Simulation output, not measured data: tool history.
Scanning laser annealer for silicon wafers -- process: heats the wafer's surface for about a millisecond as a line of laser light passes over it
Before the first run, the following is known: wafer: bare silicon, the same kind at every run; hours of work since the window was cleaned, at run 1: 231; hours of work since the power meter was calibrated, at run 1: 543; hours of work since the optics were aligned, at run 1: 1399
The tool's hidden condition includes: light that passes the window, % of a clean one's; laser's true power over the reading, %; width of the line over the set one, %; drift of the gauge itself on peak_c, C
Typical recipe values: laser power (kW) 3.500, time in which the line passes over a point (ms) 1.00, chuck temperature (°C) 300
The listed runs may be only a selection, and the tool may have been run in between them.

run,hour,laser power (kW),time in which the line passes over a point (ms),chuck temperature (°C),hours of work since the window was cleaned,hours of work since the power meter was calibrated,hours of work since the optics were aligned,highest temperature of the surface (°C)
1,0.0,3.500,1.00,300,231,543,1399,1101
2,22.3,3.500,1.00,300,244,557,1412,1096
3,37.0,3.500,1.00,300,253,566,1421,1096
4,54.9,3.500,1.00,300,264,576,1432,1096
5,69.1,3.500,1.00,300,272,585,1440,1096
6,84.0,3.500,1.00,300,281,594,1449,1096
7,100.6,3.500,1.00,300,291,604,1459,1092
8,128.7,3.500,1.00,300,308,621,1476,1089
9,147.2,3.500,1.00,300,319,632,1487,1095
10,174.1,3.564,1.00,300,335,648,1503,1110
11,206.2,3.564,1.00,300,355,667,1523,1108
12,223.9,3.564,1.00,300,365,678,1533,1108
13,244.3,3.564,1.00,300,378,690,1546,1106
14,265.5,3.749,1.03,300,390,703,1558,1176
15,280.4,3.749,1.03,300,399,712,1567,1172
16,311.4,3.085,1.03,294,418,730,1586,964
17,335.5,3.466,0.77,309,432,745,1600,976
18,363.5,3.466,0.77,309,449,761,1617,976
19,389.1,3.466,0.77,309,464,777,1632,976
20,408.4,3.466,0.77,309,476,788,1644,972
# hour 430.6: optics aligned, line set to its width
21,442.7,3.735,1.17,314,493,806,7,1268
22,464.2,3.016,1.00,294,506,819,20,948
23,479.8,3.016,1.00,294,516,828,29,948
24,494.5,3.717,1.07,299,525,837,38,1196
25,513.9,3.739,1.07,273,536,849,50,1175

Alternative continuations, all from the tool just after run 25; predict every row:
A,539.0,3.615,1.00,326,551,864,65,?
B,539.0,3.763,1.07,273,551,864,65,?
C,539.0,3.536,1.00,300,551,864,65,?
D,539.0,3.500,1.00,288,551,864,65,?
E,539.0,3.674,1.07,273,551,864,65,?

run,highest temperature of the surface (°C)
A,1154
B,1180
C,1102
D,1083
E,1153
Stripped of hidden state, with their random variation kept, the same runs would have yielded:
run,highest temperature of the surface (°C)
A,1199
B,1229
C,1145
D,1126
E,1201

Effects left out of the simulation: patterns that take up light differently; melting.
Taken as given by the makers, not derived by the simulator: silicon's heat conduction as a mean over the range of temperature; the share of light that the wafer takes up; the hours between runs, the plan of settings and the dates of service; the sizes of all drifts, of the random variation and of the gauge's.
